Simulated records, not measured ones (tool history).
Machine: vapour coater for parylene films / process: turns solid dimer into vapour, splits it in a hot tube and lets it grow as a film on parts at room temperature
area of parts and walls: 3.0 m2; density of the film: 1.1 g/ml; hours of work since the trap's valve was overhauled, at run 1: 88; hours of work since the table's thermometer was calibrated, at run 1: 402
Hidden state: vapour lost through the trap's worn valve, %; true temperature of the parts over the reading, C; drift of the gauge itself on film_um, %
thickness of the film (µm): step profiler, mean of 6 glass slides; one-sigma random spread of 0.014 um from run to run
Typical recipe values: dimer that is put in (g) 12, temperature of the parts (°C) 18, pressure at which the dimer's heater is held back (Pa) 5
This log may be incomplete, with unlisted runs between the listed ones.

| run | hour | dimer that is put in (g) | temperature of the parts (°C) | pressure at which the dimer's heater is held back (Pa) | hours of work since the trap's valve was overhauled | hours of work since the table's thermometer was calibrated | thickness of the film (µm) |
|---|---|---|---|---|---|---|---|
| 1 | 0 | 12 | 18 | 5 | 88 | 402 | 2.05 |
| 2 | 26.7 | 13 | 18 | 5 | 101 | 415 | 2.19 |
| 3 | 44 | 13 | 18 | 5 | 109 | 424 | 2.2 |
| 4 | 71 | 12 | 18 | 5 | 123 | 437 | 2 |
| 5 | 87.3 | 17 | 18 | 5 | 130 | 444 | 2.86 |
| 6 | 123.9 | 17 | 18 | 5 | 148 | 462 | 2.85 |
| 7 | 154.4 | 8 | 15 | 6.89 | 163 | 477 | 1.44 |
| 8 | 185.1 | 12 | 22 | 3.24 | 177 | 492 | 1.84 |
| 9 | 202.6 | 16 | 15 | 2.65 | 186 | 500 | 3.5 |
| 10 | 226.6 | 16 | 15 | 2.65 | 197 | 512 | 3.48 |
| 11 | 242.7 | 16 | 15 | 2.25 | 205 | 519 | 3.63 |

Predict each of these 4 candidate next runs independently; none follows another, all start after run 11:
| A | 279 | 19 | 24 | 9.8 | 223 | 537 | ? |
| B | 279 | 16 | 15 | 11.19 | 223 | 537 | ? |
| C | 279 | 11 | 18 | 2.91 | 223 | 537 | ? |
| D | 279 | 10 | 25 | 8.81 | 223 | 537 | ? |

| run | thickness of the film (µm) |
|---|---|
| A | 2.08 |
| B | 2.54 |
| C | 2.07 |
| D | 1.06 |
Stripped of hidden state, with their random variation kept, the same runs would have yielded:
| run | thickness of the film (µm) |
|---|---|
| A | 2.24 |
| B | 2.73 |
| C | 2.23 |
| D | 1.14 |
